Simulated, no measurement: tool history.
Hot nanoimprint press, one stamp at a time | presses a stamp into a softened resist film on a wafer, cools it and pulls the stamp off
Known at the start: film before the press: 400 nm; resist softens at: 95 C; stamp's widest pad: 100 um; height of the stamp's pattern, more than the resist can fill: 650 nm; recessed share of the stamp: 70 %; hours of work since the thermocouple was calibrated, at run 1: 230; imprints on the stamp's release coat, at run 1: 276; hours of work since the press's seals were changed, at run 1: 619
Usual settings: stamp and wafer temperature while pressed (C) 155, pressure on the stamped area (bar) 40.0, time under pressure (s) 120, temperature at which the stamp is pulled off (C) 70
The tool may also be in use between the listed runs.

run	day	stamp and wafer temperature while pressed (C)	pressure on the stamped area (bar)	time under pressure (s)	temperature at which the stamp is pulled off (C)	hours of work since the thermocouple was calibrated	imprints on the stamp's release coat	hours of work since the press's seals were changed	resist left under the stamp's widest pad (Å)	greatest force while the stamp is pulled off (N)
1	0.000	155	40.0	120	70	230	276	619	2362	190
2	3.404	155	40.0	120	70	292	763	682	2358	188
# day 5.412: stamp cleaned and given a new release coat
3	6.262	149	40.0	120	70	340	122	730	2736	191
4	8.350	149	40.0	120	70	379	421	768	2745	186
# day 8.996: press's hydraulic seals changed and the load cell set to zero
5	11.862	145	40.0	120	70	437	876	53	3000	189
# day 12.217: plate thermocouple calibrated
# day 13.208: stamp cleaned and given a new release coat
6	14.596	145	40.0	120	70	39	199	96	3002	186
7	17.338	145	40.0	120	70	89	591	146	3003	189
8	19.342	145	40.0	120	70	126	878	183	2994	189
# day 20.696: stamp cleaned and given a new release coat
9	22.608	145	40.0	120	70	182	274	238	3005	188
10	25.142	155	40.0	120	70	228	637	285	2367	191
11	27.404	155	40.0	120	70	269	961	326	2371	186
# day 28.042: stamp cleaned and given a new release coat
12	29.521	155	40.0	120	70	304	212	361	2370	187
13	31.208	155	40.0	89	66	335	453	392	2577	198
14	33.425	155	40.0	89	66	375	771	432	2579	199
15	34.929	155	40.0	89	66	403	986	460	2570	200
# day 35.392: stamp cleaned and given a new release coat
# day 37.417: plate thermocouple calibrated
16	38.842	155	40.0	89	66	26	476	525	2571	196
17	40.717	156	45.6	120	61	61	745	559	2174	208
# day 42.983: stamp cleaned and given a new release coat
18	42.983	156	45.6	120	61	98	0	596	2171	208
19	45.096	153	40.0	120	65	136	303	635	2498	201
20	46.771	157	36.8	120	70	167	542	666	2336	189
21	49.167	145	47.9	167	65	211	886	710	2610	200
# day 50.388: stamp cleaned and given a new release coat
22	51.808	157	63.7	167	65	255	203	754	1593	202
# day 52.996: press's hydraulic seals changed and the load cell set to zero
23	55.733	157	63.7	135	65	321	718	50	1721	200
# day 58.288: stamp cleaned and given a new release coat
24	59.350	155	38.4	234	70	383	152	112	1959	189

Hidden state or all else? Some run-to-run changes of resist left under the stamp's widest pad (Å), split into what the settings, what came in and random variation would give without the hidden state, and what is left for the hidden state (with any gauge scatter that isn't in both results):
The hidden state here: true temperature over the reading, C; pressure that arrives at the usual setting, %; grip of the stamp's worn release coat, % over a new coat's; drift of the gauge itself on residual_nm, %; drift of the gauge itself on pull_off_n, %.
Run 9 -> 10: stamp and wafer temperature while pressed (C) 145 -> 155. resist left under the stamp's widest pad (Å) -638: hidden state -1, all else -637.
Run 18 -> 19: stamp and wafer temperature while pressed (C) 156 -> 153, pressure on the stamped area (bar) 45.6 -> 40.0, temperature at which the stamp is pulled off (C) 61 -> 65. resist left under the stamp's widest pad (Å) +327: hidden state +3, all else +324.
Run 21 -> 22: stamp and wafer temperature while pressed (C) 145 -> 157, pressure on the stamped area (bar) 47.9 -> 63.7, stamp cleaned and given a new release coat. resist left under the stamp's widest pad (Å) -1017: hidden state -5, all else -1012.
